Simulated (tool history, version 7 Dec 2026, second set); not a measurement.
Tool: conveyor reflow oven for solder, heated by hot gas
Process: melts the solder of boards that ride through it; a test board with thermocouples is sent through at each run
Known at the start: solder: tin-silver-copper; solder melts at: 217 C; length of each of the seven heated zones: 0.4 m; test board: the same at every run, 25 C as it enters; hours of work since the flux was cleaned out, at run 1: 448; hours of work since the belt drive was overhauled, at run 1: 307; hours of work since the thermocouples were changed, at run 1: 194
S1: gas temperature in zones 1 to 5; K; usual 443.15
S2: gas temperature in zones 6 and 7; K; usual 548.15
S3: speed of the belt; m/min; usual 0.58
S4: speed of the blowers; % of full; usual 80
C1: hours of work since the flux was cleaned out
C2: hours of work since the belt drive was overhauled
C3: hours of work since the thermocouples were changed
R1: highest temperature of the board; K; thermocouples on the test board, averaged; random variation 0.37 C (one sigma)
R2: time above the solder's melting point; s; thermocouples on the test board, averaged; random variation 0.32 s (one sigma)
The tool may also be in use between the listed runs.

run,hour,S1,S2,S3,S4,C1,C2,C3,R1,R2
1,0,443.15,548.15,0.58,80,448,307,194,524.25,57.8
2,9.8,443.15,548.15,0.58,80,453,312,199,523.95,57.7
3,22.4,437.15,548.15,0.58,80,460,318,205,522.85,53.8
4,36.5,435.15,548.15,0.58,80,467,325,212,522.15,52.8
5,49.2,443.15,548.15,0.58,57,473,332,219,518.55,52.2
# hour 57.7: flux residue cleaned out of gas plates and filters
6,65.7,443.15,548.15,0.58,57,4,338,225,525.25,58.5
7,86.1,443.15,562.15,0.58,80,14,348,235,542.45,71.1
8,97.5,443.15,562.15,0.58,80,20,354,241,542.45,70.8
9,110.5,443.15,548.15,0.58,80,27,360,247,529.55,63.8
10,120.1,443.15,548.15,0.58,80,31,365,252,529.65,63.2
11,135.7,443.15,548.15,0.537,79,39,373,260,532.25,70.6
12,148.6,443.15,548.15,0.537,79,46,379,266,531.85,70.6
13,159.4,443.15,548.15,0.537,79,51,385,272,531.65,70.2
14,178.6,455.15,548.15,0.519,80,61,395,282,535.05,80.9
15,189.5,455.15,538.15,0.595,80,67,400,287,522.75,60.6
16,201.7,447.15,553.15,0.58,80,73,406,293,534.35,67.5
17,217.6,443.15,548.15,0.519,80,81,414,301,532.25,73.7
18,234.2,438.15,548.15,0.58,89,89,423,310,529.55,61.2
19,251.4,438.15,548.15,0.58,89,98,431,318,528.95,61.6

4 ways to go on from here, each from the tool as it stands after run 19. What would each give?
A,264.2,437.15,550.15,0.58,73,104,438,325,?,?
B,264.2,443.15,548.15,0.573,81,104,438,325,?,?
C,264.2,450.15,554.15,0.631,80,104,438,325,?,?
D,264.2,443.15,540.15,0.536,70,104,438,325,?,?

run,R1,R2
A,527.45,59.5
B,528.85,63.9
C,531.95,61.5
D,522.05,63.2
Without the tool's hidden state the same runs would have given:
run,R1,R2
A,529.25,60.8
B,530.55,65.1
C,533.85,62.5
D,523.65,64.6
